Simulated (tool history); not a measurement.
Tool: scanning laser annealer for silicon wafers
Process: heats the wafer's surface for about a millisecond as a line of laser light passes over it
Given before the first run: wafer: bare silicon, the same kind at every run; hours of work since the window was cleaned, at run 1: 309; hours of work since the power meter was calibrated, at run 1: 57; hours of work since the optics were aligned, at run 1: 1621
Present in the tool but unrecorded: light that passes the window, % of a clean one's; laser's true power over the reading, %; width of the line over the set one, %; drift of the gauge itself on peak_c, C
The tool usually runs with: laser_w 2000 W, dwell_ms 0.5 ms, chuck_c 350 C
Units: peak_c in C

run,hour,laser_w,dwell_ms,chuck_c,hours of work since the window was cleaned,hours of work since the power meter was calibrated,hours of work since the optics were aligned,peak_c
1,0,2000,0.5,350,309,57,1621,1117
2,7,2000,0.5,350,313,61,1625,1117
3,15,2000,0.5,350,317,65,1629,1119
4,19,2000,0.5,350,319,67,1631,1120
5,27.3,2000,0.5,350,324,72,1636,1116
6,33.8,2000,0.5,350,327,75,1639,1118
7,42,2000,0.5,350,332,80,1644,1114
8,47.5,2000,0.5,350,335,83,1647,1117
9,55.6,1881,0.5,350,339,87,1651,1067
10,61.9,2000,0.358,350,343,91,1655,1010
11,69.8,2000,0.358,350,347,95,1659,1011
12,78,2000,0.5,350,351,99,1663,1113
13,83.2,2000,0.5,350,354,102,1666,1115
14,91.8,2000,0.414,350,359,107,1671,1054
15,100.3,2000,0.5,350,363,112,1676,1112
16,105.7,2000,0.5,350,366,115,1679,1114
# hour 115.9: window over the wafer cleaned
17,115.9,2137,0.41,327,0,119,1683,1108
18,120,1981,0.5,358,2,121,1685,1147
19,127.9,2191,0.38,354,7,126,1690,1131
20,135.5,2076,0.49,374,11,130,1694,1197
21,143.5,2076,0.49,374,15,134,1698,1196
22,148.2,1724,0.399,353,18,137,1701,968
23,153.2,2179,0.618,387,20,139,1703,1347
24,161.9,1970,0.425,387,25,144,1708,1112
25,170.7,1970,0.425,387,30,149,1713,1114
26,175.4,1970,0.425,387,32,152,1715,1115
27,179.1,2088,0.5,350,34,154,1717,1179
28,187.7,2000,0.365,370,39,158,1722,1059
29,192.5,2000,0.5,362,42,161,1725,1158
30,199.5,2063,0.436,313,46,165,1729,1083
31,206.2,2063,0.436,313,49,168,1732,1084

Selected run-to-run steps in peak_c, each split into two signed amounts: the part the tool would show with no hidden state at all (from settings, incoming material and random variation), and the remainder, which goes to the hidden state together with any gauge scatter not common to the measured and the hidden-state-free results:
Run 11 -> 12: dwell_ms 0.358 -> 0.5. peak_c +102 C: hidden state -6, all else +108.
Run 14 -> 15: dwell_ms 0.414 -> 0.5. peak_c +58 C: hidden state -4, all else +62.
Run 16 -> 17: laser_w 2000 -> 2137, dwell_ms 0.5 -> 0.41, chuck_c 350 -> 327, window over the wafer cleaned. peak_c -6 C: hidden state +35, all else -41.
Run 21 -> 22: laser_w 2076 -> 1724, dwell_ms 0.49 -> 0.399, chuck_c 374 -> 353. peak_c -228 C: hidden state +1, all else -229.
Run 22 -> 23: laser_w 1724 -> 2179, dwell_ms 0.399 -> 0.618, chuck_c 353 -> 387. peak_c +379 C: hidden state -3, all else +382.
Run 23 -> 24: laser_w 2179 -> 1970, dwell_ms 0.618 -> 0.425. peak_c -235 C: hidden state +2, all else -237.

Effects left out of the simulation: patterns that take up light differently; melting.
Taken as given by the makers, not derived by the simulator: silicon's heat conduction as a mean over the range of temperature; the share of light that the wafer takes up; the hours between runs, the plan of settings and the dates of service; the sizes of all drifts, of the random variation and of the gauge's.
